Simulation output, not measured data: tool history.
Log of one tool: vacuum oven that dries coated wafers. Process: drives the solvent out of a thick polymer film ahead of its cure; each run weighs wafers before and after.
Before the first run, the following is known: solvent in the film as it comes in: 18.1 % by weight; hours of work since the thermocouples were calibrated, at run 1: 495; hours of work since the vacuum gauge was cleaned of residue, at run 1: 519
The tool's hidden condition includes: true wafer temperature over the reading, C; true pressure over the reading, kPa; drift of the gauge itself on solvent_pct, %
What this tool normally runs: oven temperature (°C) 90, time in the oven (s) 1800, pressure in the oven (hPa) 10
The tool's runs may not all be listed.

run,hour,oven temperature (°C),time in the oven (s),pressure in the oven (hPa),hours of work since the thermocouples were calibrated,hours of work since the vacuum gauge was cleaned of residue,solvent left in the film (%)
1,0,90,1800,10,495,519,1.4
2,21.2,90,1800,10,508,531,1.42
3,52.6,90,1800,10,526,549,1.43
4,79.6,90,1800,10,541,565,1.4
5,110.4,90,1800,10,559,583,1.41
6,131,90,1800,10,571,595,1.37
7,160.7,90,1800,10,588,612,1.42
8,189.1,90,1560,10,605,628,1.87
9,223.3,90,1560,10,625,648,1.85
10,238.8,90,1560,10,634,657,1.83
11,257.4,83,1800,10,644,668,3
12,277.9,83,1800,10,656,680,3.05
13,301.3,83,1800,10,670,693,3.02
14,319.3,83,1800,10,680,704,3.04
15,353.7,83,1800,10,700,724,3.02
16,380.6,83,1440,10,716,739,4.1
17,397.5,90,1800,10,725,749,1.38
18,418.8,80,1500,25.8,738,761,5.36
19,442.2,80,1500,25.8,751,775,5.33
20,473.5,80,1500,25.8,769,793,5.29
21,500.9,91,1800,10,785,809,1.25
22,523.7,91,1800,10,798,822,1.23
23,555.3,101,1800,5.8,817,840,0.27
24,570.1,101,1800,5.8,825,849,0.27
25,599.5,101,1800,5.8,842,866,0.24
26,616.5,101,1800,5.8,852,876,0.22
27,650,93,1800,7,872,895,0.86
28,674.2,93,1800,7,886,909,0.89
29,700.4,85,3180,33,901,924,1.65
30,725.9,85,3180,33,916,939,1.65
# hour 733.9: oven's thermocouples calibrated
31,760.3,97,1800,10,15,958,0.57
32,788.8,97,1380,31.9,32,975,1.5
33,810.3,97,1380,31.9,44,987,1.49

Forecast each of these 3 alternatives for the next run:
A,829.3,81,2520,5.4,55,998,?
B,829.3,97,1380,9.3,55,998,?
C,829.3,88,2160,20,55,998,?

run,solvent left in the film (%)
A,1.97
B,0.98
C,1.56
With no hidden state in the tool, these same runs would have given:
run,solvent left in the film (%)
A,1.97
B,0.98
C,1.56
